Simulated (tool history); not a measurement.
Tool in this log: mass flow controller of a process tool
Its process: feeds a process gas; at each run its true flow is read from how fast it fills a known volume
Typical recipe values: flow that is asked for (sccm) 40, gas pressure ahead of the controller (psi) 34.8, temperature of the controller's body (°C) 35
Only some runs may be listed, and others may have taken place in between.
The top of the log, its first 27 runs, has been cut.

run	day	flow that is asked for (sccm)	gas pressure ahead of the controller (psi)	temperature of the controller's body (°C)	true flow (%)
28	88.688	32	34.8	20	98.53
29	91.825	32	34.8	20	98.57
30	94.062	32	34.8	20	98.48
31	96.400	32	34.8	20	98.34
32	98.400	98	20.7	26	99.17
33	100.779	40	34.8	20	98.48
34	104.542	40	34.8	20	98.53
35	106.608	40	26.1	20	98.37
36	109.604	76	24.7	20	99.08
37	112.438	54	36.3	36	97.58
38	116.350	61	24.1	29	98.05
39	119.183	26	34.8	33	96.99
40	121.808	26	34.8	33	97.01
41	125.542	40	30.9	35	97.12
42	128.729	40	30.9	35	97.01
43	132.579	40	30.9	35	97.07
44	134.425	40	30.9	35	96.99
45	138.408	31	35.4	34	96.84

What if the next run were any one of these 4? Each begins from the tool's condition after run 45:
A	140.858	40	34.8	21	?
B	140.858	14	36.5	26	?
C	140.858	40	34.8	38	?
D	140.858	54	39.6	39	?

run	true flow (%)
A	98.01
B	96.99
C	96.82
D	96.99
Stripped of hidden state, with their random variation kept, the same runs would have yielded:
run	true flow (%)
A	99.10
B	98.31
C	97.91
D	98.05
